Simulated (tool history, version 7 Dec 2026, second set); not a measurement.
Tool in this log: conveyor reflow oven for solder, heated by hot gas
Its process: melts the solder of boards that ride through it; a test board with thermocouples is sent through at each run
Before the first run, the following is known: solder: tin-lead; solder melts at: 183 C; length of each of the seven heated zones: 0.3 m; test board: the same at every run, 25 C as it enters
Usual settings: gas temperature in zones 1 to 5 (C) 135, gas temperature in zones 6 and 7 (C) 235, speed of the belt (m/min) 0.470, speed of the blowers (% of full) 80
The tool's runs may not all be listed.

run     day  gas temperature in zones 1 to 5 (C)  gas temperature in zones 6 and 7 (C)  speed of the belt (m/min)  speed of the blowers (% of full)  highest temperature of the board (C)  time above the solder's melting point (s)
  1   0.000                                  135                                   235                      0.470                                80                                 220.0                                       59.2
      1.483  -- flux residue cleaned out of gas plates and filters
  2   2.800                                  121                                   235                      0.470                                80                                 219.1                                       55.0
  3   4.304                                  135                                   235                      0.460                                80                                 221.7                                       62.6
  4   6.817                                  130                                   235                      0.470                                80                                 220.1                                       58.3
  5   9.479                                  135                                   244                      0.470                                80                                 228.4                                       65.0
  6  11.450                                  135                                   244                      0.470                                80                                 228.1                                       64.8
  7  13.388                                  135                                   244                      0.470                                80                                 227.9                                       64.9
     15.029  -- flux residue cleaned out of gas plates and filters
  8  15.129                                  141                                   227                      0.431                                54                                 213.4                                       61.9
  9  17.683                                  141                                   227                      0.431                                54                                 213.1                                       61.5
 10  19.742                                  141                                   248                      0.431                                54                                 230.8                                       74.4
     21.375  -- belt drive overhauled, speed set with a stopwatch
 11  21.375                                  135                                   225                      0.546                                86                                 208.2                                       40.8
 12  23.671                                  135                                   232                      0.470                                86                                 218.3                                       57.5
 13  25.238                                  135                                   232                      0.470                                86                                 218.3                                       57.4

Branching from run 13: 5 alternative next runs. What would each branch give?
  A  26.833                                  135                                   228                      0.462                                86                                     ?                                          ?
  B  26.833                                  123                                   235                      0.533                                56                                     ?                                          ?
  C  26.833                                  135                                   235                      0.539                                80                                     ?                                          ?
  D  26.833                                  135                                   227                      0.508                                80                                     ?                                          ?
  E  26.833                                  135                                   235                      0.470                                74                                     ?                                          ?

run  highest temperature of the board (C)  time above the solder's melting point (s)
  A                                 214.9                                       56.1
  B                                 206.4                                       35.7
  C                                 214.8                                       46.5
  D                                 210.2                                       46.0
  E                                 218.5                                       57.1
Take away the tool's hidden state, keep each run's random variation, and the runs would have read:
run  highest temperature of the board (C)  time above the solder's melting point (s)
  A                                 215.3                                       56.9
  B                                 207.4                                       37.0
  C                                 215.7                                       47.5
  D                                 210.8                                       47.1
  E                                 219.0                                       57.9
